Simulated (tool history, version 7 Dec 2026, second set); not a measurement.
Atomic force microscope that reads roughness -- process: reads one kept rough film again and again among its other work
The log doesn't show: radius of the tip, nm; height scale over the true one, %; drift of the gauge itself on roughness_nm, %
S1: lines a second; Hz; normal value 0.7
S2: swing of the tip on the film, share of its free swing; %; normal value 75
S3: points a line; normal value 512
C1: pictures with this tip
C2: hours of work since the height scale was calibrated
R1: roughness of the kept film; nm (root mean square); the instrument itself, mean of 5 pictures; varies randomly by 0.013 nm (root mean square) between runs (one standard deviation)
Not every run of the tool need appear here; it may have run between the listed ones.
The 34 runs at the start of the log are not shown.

run	hour	S1	S2	S3	C1	C2	R1
35	305.9	3.245	87	779	73	34	2.235
36	318.8	3.224	72	512	91	41	2.306
37	331.3	0.824	75	794	109	47	2.362
38	338	1.581	75	840	118	50	2.291
39	345.7	0.7	59	605	128	54	2.311
40	354.4	0.7	59	605	140	58	2.279
41	363	2.05	77	281	152	63	2.075
42	371.8	0.7	89	318	164	67	2.082
43	382.9	0.7	89	318	180	73	2.052
44	391.7	0.7	89	318	192	77	2.015

Run 45 is up next; what results do you expect?
45	397.6	0.7	89	350	200	80	?

Logged for run 45: R1 1.992 nm (root mean square).
Were there no unlogged condition in the tool, this run, its random variation unchanged, would have produced R1 2.875 nm (root mean square).

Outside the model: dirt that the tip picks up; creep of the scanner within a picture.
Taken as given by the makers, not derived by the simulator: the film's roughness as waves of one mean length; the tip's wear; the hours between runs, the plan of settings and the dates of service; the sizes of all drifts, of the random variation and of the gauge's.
